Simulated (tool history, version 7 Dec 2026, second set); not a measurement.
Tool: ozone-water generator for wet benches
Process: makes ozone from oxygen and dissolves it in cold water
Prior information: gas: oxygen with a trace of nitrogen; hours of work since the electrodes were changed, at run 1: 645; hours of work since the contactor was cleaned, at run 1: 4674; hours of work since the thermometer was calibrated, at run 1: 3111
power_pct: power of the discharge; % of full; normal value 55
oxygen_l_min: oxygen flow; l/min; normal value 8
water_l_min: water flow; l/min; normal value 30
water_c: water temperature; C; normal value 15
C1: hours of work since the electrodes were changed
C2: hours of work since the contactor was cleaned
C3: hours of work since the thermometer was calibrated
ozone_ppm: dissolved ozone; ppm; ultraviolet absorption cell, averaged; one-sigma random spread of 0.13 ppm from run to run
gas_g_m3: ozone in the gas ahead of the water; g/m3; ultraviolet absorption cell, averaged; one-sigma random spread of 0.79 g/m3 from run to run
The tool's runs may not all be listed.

{"run": 1, "hour": 0.0, "power_pct": 55, "oxygen_l_min": 8, "water_l_min": 30, "water_c": 15, "C1": 645, "C2": 4674, "C3": 3111, "ozone_ppm": 13.5, "gas_g_m3": 121.1}
{"run": 2, "hour": 58.8, "power_pct": 55, "oxygen_l_min": 8, "water_l_min": 30, "water_c": 15, "C1": 699, "C2": 4728, "C3": 3165, "ozone_ppm": 13.4, "gas_g_m3": 121.9}
{"run": 3, "hour": 132.3, "power_pct": 55, "oxygen_l_min": 8, "water_l_min": 30, "water_c": 15, "C1": 767, "C2": 4796, "C3": 3233, "ozone_ppm": 13.4, "gas_g_m3": 122}
{"run": 4, "hour": 173.1, "power_pct": 55, "oxygen_l_min": 8, "water_l_min": 40, "water_c": 15, "C1": 804, "C2": 4833, "C3": 3270, "ozone_ppm": 10.1, "gas_g_m3": 119.4}
{"run": 5, "hour": 251.6, "power_pct": 55, "oxygen_l_min": 8, "water_l_min": 40, "water_c": 15, "C1": 876, "C2": 4905, "C3": 3342, "ozone_ppm": 10.2, "gas_g_m3": 122}
{"run": 6, "hour": 292.2, "power_pct": 55, "oxygen_l_min": 8.58, "water_l_min": 30, "water_c": 15, "C1": 914, "C2": 4942, "C3": 3380, "ozone_ppm": 13.7, "gas_g_m3": 116.6}
{"run": 7, "hour": 374.8, "power_pct": 55, "oxygen_l_min": 8, "water_l_min": 30, "water_c": 15, "C1": 989, "C2": 5018, "C3": 3455, "ozone_ppm": 13.4, "gas_g_m3": 119.3}
{"run": 8, "hour": 417.1, "power_pct": 55, "oxygen_l_min": 8, "water_l_min": 30, "water_c": 15, "C1": 1028, "C2": 5057, "C3": 3494, "ozone_ppm": 13.5, "gas_g_m3": 119.3}
{"run": 9, "hour": 494.6, "power_pct": 55, "oxygen_l_min": 8, "water_l_min": 30, "water_c": 11, "C1": 1100, "C2": 5129, "C3": 3566, "ozone_ppm": 14.3, "gas_g_m3": 120}
{"run": 10, "hour": 550.8, "power_pct": 55, "oxygen_l_min": 8, "water_l_min": 30, "water_c": 15, "C1": 1151, "C2": 5180, "C3": 3617, "ozone_ppm": 13.5, "gas_g_m3": 120.6}
{"run": 11, "hour": 623.7, "power_pct": 55, "oxygen_l_min": 10.86, "water_l_min": 30, "water_c": 15, "C1": 1218, "C2": 5247, "C3": 3684, "ozone_ppm": 13.5, "gas_g_m3": 104.1}
{"run": 12, "hour": 706.6, "power_pct": 55, "oxygen_l_min": 10.86, "water_l_min": 30, "water_c": 15, "C1": 1294, "C2": 5323, "C3": 3760, "ozone_ppm": 13.2, "gas_g_m3": 103.6}
{"run": 13, "hour": 744.5, "power_pct": 55, "oxygen_l_min": 10.86, "water_l_min": 30, "water_c": 15, "C1": 1329, "C2": 5358, "C3": 3795, "ozone_ppm": 13.7, "gas_g_m3": 103.5}
{"run": 14, "hour": 792.7, "power_pct": 55, "oxygen_l_min": 10.86, "water_l_min": 30, "water_c": 15, "C1": 1373, "C2": 5402, "C3": 3840, "ozone_ppm": 13.6, "gas_g_m3": 103.8}
{"run": 15, "hour": 827.6, "power_pct": 55, "oxygen_l_min": 10.86, "water_l_min": 30, "water_c": 15, "C1": 1406, "C2": 5434, "C3": 3872, "ozone_ppm": 13.4, "gas_g_m3": 102.8}
{"run": 16, "hour": 890.1, "power_pct": 55, "oxygen_l_min": 8, "water_l_min": 30, "water_c": 15, "C1": 1463, "C2": 5492, "C3": 3929, "ozone_ppm": 13.2, "gas_g_m3": 120.5}
{"run": 17, "hour": 946.8, "power_pct": 55, "oxygen_l_min": 8, "water_l_min": 30, "water_c": 15, "C1": 1515, "C2": 5544, "C3": 3981, "ozone_ppm": 13.1, "gas_g_m3": 119.5}
{"run": 18, "hour": 1015.9, "power_pct": 55, "oxygen_l_min": 8, "water_l_min": 30, "water_c": 15, "C1": 1579, "C2": 5608, "C3": 4045, "ozone_ppm": 13.2, "gas_g_m3": 120.5}
{"run": 19, "hour": 1050.9, "power_pct": 55, "oxygen_l_min": 6.45, "water_l_min": 30, "water_c": 15, "C1": 1611, "C2": 5640, "C3": 4077, "ozone_ppm": 13, "gas_g_m3": 131.5}
{"run": 20, "hour": 1115.9, "power_pct": 80, "oxygen_l_min": 5.91, "water_l_min": 30, "water_c": 10, "C1": 1670, "C2": 5699, "C3": 4136, "ozone_ppm": 18.5, "gas_g_m3": 190.4}
{"run": 21, "hour": 1158.1, "power_pct": 68, "oxygen_l_min": 12.9, "water_l_min": 20, "water_c": 15, "C1": 1709, "C2": 5738, "C3": 4175, "ozone_ppm": 21.6, "gas_g_m3": 113.7}
{"run": 22, "hour": 1225.0, "power_pct": 68, "oxygen_l_min": 12.9, "water_l_min": 20, "water_c": 15, "C1": 1771, "C2": 5800, "C3": 4237, "ozone_ppm": 21.5, "gas_g_m3": 113.5}
{"run": 23, "hour": 1304.8, "power_pct": 46, "oxygen_l_min": 8, "water_l_min": 30, "water_c": 15, "C1": 1844, "C2": 5873, "C3": 4310, "ozone_ppm": 11.4, "gas_g_m3": 102.3}
{"run": 24, "hour": 1384.7, "power_pct": 55, "oxygen_l_min": 4.09, "water_l_min": 30, "water_c": 15, "C1": 1917, "C2": 5946, "C3": 4383, "ozone_ppm": 11.8, "gas_g_m3": 163}
{"run": 25, "hour": 1418.9, "power_pct": 82, "oxygen_l_min": 4.09, "water_l_min": 30, "water_c": 15, "C1": 1949, "C2": 5978, "C3": 4415, "ozone_ppm": 16.5, "gas_g_m3": 233.7}
{"run": 26, "hour": 1501.0, "power_pct": 82, "oxygen_l_min": 8.24, "water_l_min": 44, "water_c": 15, "C1": 2024, "C2": 6053, "C3": 4490, "ozone_ppm": 12.7, "gas_g_m3": 166.4}
{"run": 27, "hour": 1535.1, "power_pct": 55, "oxygen_l_min": 8, "water_l_min": 38, "water_c": 15, "C1": 2056, "C2": 6085, "C3": 4522, "ozone_ppm": 10.5, "gas_g_m3": 118.1}
{"run": 28, "hour": 1569.9, "power_pct": 59, "oxygen_l_min": 4.88, "water_l_min": 19, "water_c": 9, "C1": 2088, "C2": 6117, "C3": 4554, "ozone_ppm": 21.6, "gas_g_m3": 160.1}
{"run": 29, "hour": 1641.0, "power_pct": 59, "oxygen_l_min": 4.88, "water_l_min": 19, "water_c": 9, "C1": 2153, "C2": 6182, "C3": 4619, "ozone_ppm": 21.6, "gas_g_m3": 159.1}
{"run": 30, "hour": 1709.5, "power_pct": 60, "oxygen_l_min": 8, "water_l_min": 30, "water_c": 15, "C1": 2216, "C2": 6245, "C3": 4682, "ozone_ppm": 14.1, "gas_g_m3": 128.2}
{"run": 31, "hour": 1766.5, "power_pct": 55, "oxygen_l_min": 6, "water_l_min": 30, "water_c": 7, "C1": 2268, "C2": 6297, "C3": 4734, "ozone_ppm": 13.8, "gas_g_m3": 136.5}
{"run": 32, "hour": 1841.6, "power_pct": 85, "oxygen_l_min": 6, "water_l_min": 19, "water_c": 7, "C1": 2337, "C2": 6366, "C3": 4803, "ozone_ppm": 30.9, "gas_g_m3": 195.8}
{"run": 33, "hour": 1925.8, "power_pct": 85, "oxygen_l_min": 6, "water_l_min": 19, "water_c": 7, "C1": 2415, "C2": 6444, "C3": 4881, "ozone_ppm": 30.9, "gas_g_m3": 196.6}

Forecast each of these 3 alternatives for the next run:
{"run": "A", "hour": 1963.4, "power_pct": 55, "oxygen_l_min": 8, "water_l_min": 30, "water_c": 22, "C1": 2449, "C2": 6478, "C3": 4915, "ozone_ppm": "?", "gas_g_m3": "?"}
{"run": "B", "hour": 1963.4, "power_pct": 51, "oxygen_l_min": 8, "water_l_min": 38, "water_c": 15, "C1": 2449, "C2": 6478, "C3": 4915, "ozone_ppm": "?", "gas_g_m3": "?"}
{"run": "C", "hour": 1963.4, "power_pct": 85, "oxygen_l_min": 6, "water_l_min": 27, "water_c": 8, "C1": 2449, "C2": 6478, "C3": 4915, "ozone_ppm": "?", "gas_g_m3": "?"}

run=A ozone_ppm=11.9 gas_g_m3=118.6
run=B ozone_ppm=9.7 gas_g_m3=110.1
run=C ozone_ppm=21.9 gas_g_m3=197
Without the tool's unlogged condition, the same runs would have read:
run=A ozone_ppm=12.7 gas_g_m3=121.6
run=B ozone_ppm=10.4 gas_g_m3=112.6
run=C ozone_ppm=23.6 gas_g_m3=204.4

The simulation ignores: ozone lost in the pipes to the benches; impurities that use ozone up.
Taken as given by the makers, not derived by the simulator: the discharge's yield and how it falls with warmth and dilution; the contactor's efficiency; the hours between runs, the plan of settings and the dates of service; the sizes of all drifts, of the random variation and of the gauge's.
